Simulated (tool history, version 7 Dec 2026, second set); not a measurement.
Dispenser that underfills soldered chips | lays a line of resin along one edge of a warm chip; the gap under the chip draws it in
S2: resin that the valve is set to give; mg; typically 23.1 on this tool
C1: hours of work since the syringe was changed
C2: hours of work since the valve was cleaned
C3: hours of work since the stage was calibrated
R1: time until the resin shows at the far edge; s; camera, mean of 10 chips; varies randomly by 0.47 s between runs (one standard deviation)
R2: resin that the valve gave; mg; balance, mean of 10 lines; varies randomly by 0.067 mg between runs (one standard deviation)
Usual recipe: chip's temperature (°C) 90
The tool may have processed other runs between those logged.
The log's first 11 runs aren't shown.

{"run": 12, "hour": 72.0, "chip's temperature (°C)": 90, "S2": 21.1, "C1": 4, "C2": 12, "C3": 148, "R1": 47.7, "R2": 20.95}
{"run": 13, "hour": 77.4, "chip's temperature (°C)": 90, "S2": 21.1, "C1": 9, "C2": 16, "C3": 153, "R1": 58, "R2": 20.89}
{"hour": 78.5, "done": "new syringe of resin"}
{"run": 14, "hour": 84.5, "chip's temperature (°C)": 90, "S2": 30, "C1": 5, "C2": 21, "C3": 158, "R1": 47.1, "R2": 29.66}
{"hour": 90.2, "done": "new syringe of resin"}
{"run": 15, "hour": 91.9, "chip's temperature (°C)": 90, "S2": 30, "C1": 1, "C2": 27, "C3": 164, "R1": 39.9, "R2": 29.56}
{"run": 16, "hour": 96.3, "chip's temperature (°C)": 90, "S2": 30, "C1": 5, "C2": 31, "C3": 167, "R1": 47.5, "R2": 29.5}
{"hour": 101.9, "done": "new syringe of resin"}
{"run": 17, "hour": 104.4, "chip's temperature (°C)": 90, "S2": 30, "C1": 2, "C2": 37, "C3": 174, "R1": 40.6, "R2": 29.33}
{"run": 18, "hour": 108.9, "chip's temperature (°C)": 90, "S2": 30, "C1": 6, "C2": 40, "C3": 177, "R1": 48.6, "R2": 29.5}
{"hour": 113.7, "done": "new syringe of resin"}
{"run": 19, "hour": 114.1, "chip's temperature (°C)": 79, "S2": 20.6, "C1": 0, "C2": 44, "C3": 181, "R1": 66, "R2": 20.18}
{"run": 20, "hour": 121.4, "chip's temperature (°C)": 94, "S2": 28.6, "C1": 6, "C2": 50, "C3": 187, "R1": 41.7, "R2": 27.84}
{"hour": 125.8, "done": "new syringe of resin"}
{"run": 21, "hour": 128.0, "chip's temperature (°C)": 86, "S2": 26.1, "C1": 2, "C2": 55, "C3": 192, "R1": 48.7, "R2": 25.41}
{"run": 22, "hour": 132.3, "chip's temperature (°C)": 82, "S2": 22.6, "C1": 5, "C2": 59, "C3": 195, "R1": 69.4, "R2": 22.01}
{"hour": 137.9, "done": "new syringe of resin"}
{"run": 23, "hour": 140.8, "chip's temperature (°C)": 90, "S2": 27.6, "C1": 2, "C2": 65, "C3": 202, "R1": 41.9, "R2": 26.72}
{"run": 24, "hour": 145.1, "chip's temperature (°C)": 82, "S2": 22.4, "C1": 6, "C2": 68, "C3": 205, "R1": 72.2, "R2": 21.78}
{"hour": 150.0, "done": "new syringe of resin"}
{"run": 25, "hour": 152.0, "chip's temperature (°C)": 82, "S2": 22.4, "C1": 2, "C2": 74, "C3": 211, "R1": 61.2, "R2": 21.67}
{"run": 26, "hour": 159.2, "chip's temperature (°C)": 90, "S2": 21.2, "C1": 7, "C2": 79, "C3": 216, "R1": 54.2, "R2": 20.52}
{"hour": 161.8, "done": "new syringe of resin"}
{"run": 27, "hour": 166.2, "chip's temperature (°C)": 77, "S2": 21.2, "C1": 3, "C2": 85, "C3": 222, "R1": 85.3, "R2": 20.37}
{"hour": 170.0, "done": "dispensing valve cleaned and set on the balance"}
{"run": 28, "hour": 171.6, "chip's temperature (°C)": 80, "S2": 21.2, "C1": 7, "C2": 1, "C3": 225, "R1": 84.3, "R2": 20.95}
{"hour": 174.7, "done": "new syringe of resin"}
{"run": 29, "hour": 177.0, "chip's temperature (°C)": 90, "S2": 25, "C1": 2, "C2": 5, "C3": 229, "R1": 41.9, "R2": 24.94}
{"run": 30, "hour": 184.6, "chip's temperature (°C)": 90, "S2": 25, "C1": 8, "C2": 11, "C3": 235, "R1": 54.3, "R2": 24.86}
{"hour": 186.5, "done": "new syringe of resin"}
{"run": 31, "hour": 189.9, "chip's temperature (°C)": 91, "S2": 26.1, "C1": 3, "C2": 15, "C3": 239, "R1": 41.1, "R2": 25.89}
{"run": 32, "hour": 194.4, "chip's temperature (°C)": 89, "S2": 21.3, "C1": 6, "C2": 19, "C3": 243, "R1": 54.8, "R2": 20.98}
{"hour": 198.4, "done": "new syringe of resin"}
{"run": 33, "hour": 198.4, "chip's temperature (°C)": 100, "S2": 26.4, "C1": 0, "C2": 22, "C3": 246, "R1": 25.2, "R2": 26.1}
{"run": 34, "hour": 204.2, "chip's temperature (°C)": 90, "S2": 21.8, "C1": 5, "C2": 26, "C3": 250, "R1": 47.9, "R2": 21.5}
{"run": 35, "hour": 207.8, "chip's temperature (°C)": 95, "S2": 29.4, "C1": 8, "C2": 29, "C3": 253, "R1": 43, "R2": 29.02}
{"hour": 210.2, "done": "new syringe of resin"}
{"run": 36, "hour": 214.3, "chip's temperature (°C)": 95, "S2": 29.4, "C1": 3, "C2": 34, "C3": 258, "R1": 36.4, "R2": 29.03}

4 ways to go on from here, each from the tool as it stands after run 36. What would each give?
{"run": "A", "hour": 218.5, "chip's temperature (°C)": 93, "S2": 25.2, "C1": 7, "C2": 38, "C3": 262, "R1": "?", "R2": "?"}
{"run": "B", "hour": 218.5, "chip's temperature (°C)": 91, "S2": 22.7, "C1": 7, "C2": 38, "C3": 262, "R1": "?", "R2": "?"}
{"run": "C", "hour": 218.5, "chip's temperature (°C)": 89, "S2": 25.9, "C1": 7, "C2": 38, "C3": 262, "R1": "?", "R2": "?"}
{"run": "D", "hour": 218.5, "chip's temperature (°C)": 82, "S2": 23.1, "C1": 7, "C2": 38, "C3": 262, "R1": "?", "R2": "?"}

run=A R1=47.2 R2=24.7
run=B R1=52.1 R2=22.3
run=C R1=56.2 R2=25.55
run=D R1=78.3 R2=22.77
The same runs, with their run-to-run variation unchanged, on a tool lacking any hidden condition would have given:
run=A R1=32 R2=25.12
run=B R1=35.1 R2=22.68
run=C R1=37.9 R2=25.99
run=D R1=52.8 R2=23.16
